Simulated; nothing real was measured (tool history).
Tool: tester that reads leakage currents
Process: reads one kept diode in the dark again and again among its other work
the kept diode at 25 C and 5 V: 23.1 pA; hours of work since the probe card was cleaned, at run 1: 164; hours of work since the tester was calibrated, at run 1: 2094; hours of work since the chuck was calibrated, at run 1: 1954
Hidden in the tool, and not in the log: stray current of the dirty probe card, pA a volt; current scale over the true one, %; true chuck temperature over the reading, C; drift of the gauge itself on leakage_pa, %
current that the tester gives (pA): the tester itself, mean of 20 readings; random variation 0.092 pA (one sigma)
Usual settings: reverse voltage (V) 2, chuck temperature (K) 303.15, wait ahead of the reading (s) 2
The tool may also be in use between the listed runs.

run,hour,reverse voltage (V),chuck temperature (K),wait ahead of the reading (s),hours of work since the probe card was cleaned,hours of work since the tester was calibrated,hours of work since the chuck was calibrated,current that the tester gives (pA)
1,0,2,303.15,2,164,2094,1954,23.45
2,168.7,2,303.15,2,264,2194,2054,23.44
3,313.4,2,303.15,2,350,2280,2139,23.33
4,421.3,2,323.15,2,414,2344,2203,92.68
# hour 441.9: tester calibrated
5,629.5,2,323.15,2,536,111,2326,91.65
6,816.3,2.74,323.15,2,647,222,2437,101.58
# hour 893.5: chuck's temperature calibrated
7,1011.6,2.74,323.15,0.84,762,337,70,112.56
8,1118.4,1.46,323.15,0.84,825,400,133,92.34
9,1311.7,2.81,303.15,2,940,515,248,29.31
10,1427.4,2,326.15,2,1008,583,317,122.84
11,1594,1.36,303.15,2,1107,682,416,22.91
12,1796.8,1.36,303.15,2,1228,803,536,22.85
13,1963.7,2,303.15,2,1327,901,635,25.94
14,2176.7,2,303.15,2,1453,1028,761,26.03
15,2335.2,2,303.15,2,1547,1122,855,25.84
16,2523,2,303.15,2,1658,1233,967,26.06
17,2708.7,2,303.15,2,1769,1343,1077,25.82
18,2865.1,2,303.15,1.39,1861,1436,1170,25.77
19,3030.4,2,303.15,1.39,1959,1534,1268,25.77
# hour 3238: probe card cleaned and baked
20,3238,2,303.15,1.39,0,1656,1389,23.85
21,3361.8,3.01,303.15,4,73,1729,1462,26.98
22,3470.6,2.15,315.15,4,138,1794,1527,56.32
23,3619.1,4.68,325.15,5.41,226,1882,1615,140.51
24,3825.7,10.77,303.15,0.77,349,2004,1738,42.79
25,4042.2,10.77,303.15,0.77,477,2133,1866,43.29
26,4146,11.83,323.15,1.29,539,2194,1928,163.75
27,4345.8,2,303.15,5.13,657,2313,2046,23.38
# hour 4427.9: tester calibrated
28,4597.6,17.1,327.15,5.19,805,101,2194,236.42
29,4779.2,10.04,312.15,9.5,913,208,2302,75.11
30,4953.7,17.35,303.15,9.66,1017,312,2405,52.3
# hour 5079.3: chuck's temperature calibrated
31,5177,6.45,309.15,2,1148,443,58,60.31
32,5353.4,18.9,303.15,2,1252,548,163,63.44
33,5461.3,18.9,303.15,2,1316,612,227,64.3
34,5591.3,10.09,305.15,1.16,1394,689,304,55.79
35,5706.7,10.09,305.15,1.16,1462,757,372,56.35
36,5954.5,5.82,298.15,5.02,1609,904,519,28.47
37,6181,5.82,298.15,5.02,1743,1039,654,28.56
38,6342.7,5.82,298.15,5.02,1839,1135,749,28.58
39,6508.6,2,308.15,2.28,1938,1233,848,37.27
40,6646.9,1.06,328.15,0.99,2020,1315,930,112.56

Forecast each of these 3 alternatives for the next run:
# hour 6761.7: probe card cleaned and baked
A,6796.9,2,332.15,1.09,21,1402,1017,?
# hour 6761.7: probe card cleaned and baked
B,6796.9,13.81,303.15,7.19,21,1402,1017,?
# hour 6761.7: probe card cleaned and baked
C,6796.9,1.06,300.15,8.44,21,1402,1017,?

run,current that the tester gives (pA)
A,172.37
B,44.51
C,15.85
Without the tool's hidden state the same runs would have given:
run,current that the tester gives (pA)
A,179.65
B,46.57
C,16.68
